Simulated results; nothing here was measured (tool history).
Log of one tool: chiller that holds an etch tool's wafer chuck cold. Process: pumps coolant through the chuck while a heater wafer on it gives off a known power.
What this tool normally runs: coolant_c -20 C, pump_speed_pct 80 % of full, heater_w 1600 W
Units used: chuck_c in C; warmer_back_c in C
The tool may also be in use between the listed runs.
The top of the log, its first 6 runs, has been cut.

| run | day | coolant_c | pump_speed_pct | heater_w | hours since the coolant was changed and the channels were flushed | hours since the pump was overhauled | hours since the chiller's thermometer was calibrated | chuck_c | warmer_back_c |
|---|---|---|---|---|---|---|---|---|---|
| 7 | 25.792 | -20 | 80 | 1600 | 2318 | 775 | 775 | -7.8 | 3.44 |
| 8 | 32.108 | -20 | 70 | 1600 | 2469 | 926 | 926 | -6.5 | 3.97 |
| 9 | 36.117 | -20 | 80 | 1600 | 2565 | 1022 | 1022 | -7.8 | 3.47 |
| 10 | 39.617 | -20 | 80 | 1600 | 2649 | 1106 | 1106 | -7.6 | 3.45 |
| 11 | 44.242 | -20 | 80 | 1600 | 2760 | 1217 | 1217 | -7.8 | 3.44 |
| 12 | 49.933 | -19 | 80 | 1600 | 2897 | 1354 | 1354 | -6.9 | 3.44 |
| 13 | 55.917 | -20 | 80 | 1600 | 3041 | 1498 | 1498 | -8.0 | 3.48 |
| 14 | 60.525 | -10 | 80 | 1600 | 3151 | 1608 | 1608 | 2.3 | 3.48 |
| 15 | 66.854 | -26 | 80 | 1600 | 3303 | 1760 | 1760 | -13.8 | 3.48 |
| 16 | 71.033 | -26 | 80 | 1600 | 3403 | 1860 | 1860 | -13.7 | 3.46 |
| 17 | 74.596 | -26 | 80 | 1600 | 3489 | 1946 | 1946 | -13.8 | 3.47 |
| 18 | 80.954 | -11 | 87 | 1997 | 3642 | 2098 | 2098 | 3.3 | 3.93 |
| 19 | 87.350 | -18 | 90 | 1927 | 3795 | 2252 | 2252 | -4.6 | 3.70 |
|  | 87.967 | coolant changed, channels flushed |
| 20 | 90.925 | -18 | 90 | 1927 | 71 | 2332 | 2332 | -4.6 | 3.70 |
| 21 | 97.267 | -24 | 89 | 1835 | 223 | 2484 | 2484 | -11.2 | 3.53 |
| 22 | 101.367 | -24 | 89 | 1835 | 322 | 2582 | 2582 | -11.1 | 3.53 |
| 23 | 107.288 | -13 | 64 | 824 | 464 | 2724 | 2724 | -5.7 | 2.25 |
| 24 | 113.683 | -13 | 64 | 824 | 617 | 2878 | 2878 | -5.6 | 2.23 |
| 25 | 117.121 | -10 | 64 | 824 | 700 | 2960 | 2960 | -2.6 | 2.24 |
| 26 | 121.388 | -29 | 71 | 807 | 802 | 3063 | 3063 | -22.4 | 2.00 |
| 27 | 125.104 | -28 | 80 | 2071 | 891 | 3152 | 3152 | -12.2 | 4.51 |
| 28 | 127.746 | -19 | 80 | 1094 | 955 | 3216 | 3216 | -10.8 | 2.38 |
| 29 | 132.221 | -19 | 80 | 1094 | 1062 | 3323 | 3323 | -10.8 | 2.35 |
| 30 | 136.117 | -22 | 99 | 1051 | 1156 | 3416 | 3416 | -15.1 | 1.83 |
| 31 | 141.650 | -22 | 99 | 1051 | 1288 | 3549 | 3549 | -15.3 | 1.82 |

4 options for the next run, each taken on its own from the tool as it stands now. Forecast them:
| A | 147.758 | -20 | 80 | 1338 | 1435 | 3696 | 3696 | ? | ? |
| B | 147.758 | -22 | 99 | 1306 | 1435 | 3696 | 3696 | ? | ? |
| C | 147.758 | -22 | 68 | 1051 | 1435 | 3696 | 3696 | ? | ? |
| D | 147.758 | -26 | 99 | 1890 | 1435 | 3696 | 3696 | ? | ? |

| run | chuck_c | warmer_back_c |
|---|---|---|
| A | -9.8 | 2.90 |
| B | -13.5 | 2.25 |
| C | -12.9 | 2.70 |
| D | -13.6 | 3.27 |
With no hidden state in the tool, these same runs would have given:
| run | chuck_c | warmer_back_c |
|---|---|---|
| A | -9.8 | 2.90 |
| B | -13.5 | 2.25 |
| C | -13.0 | 2.69 |
| D | -13.6 | 3.27 |
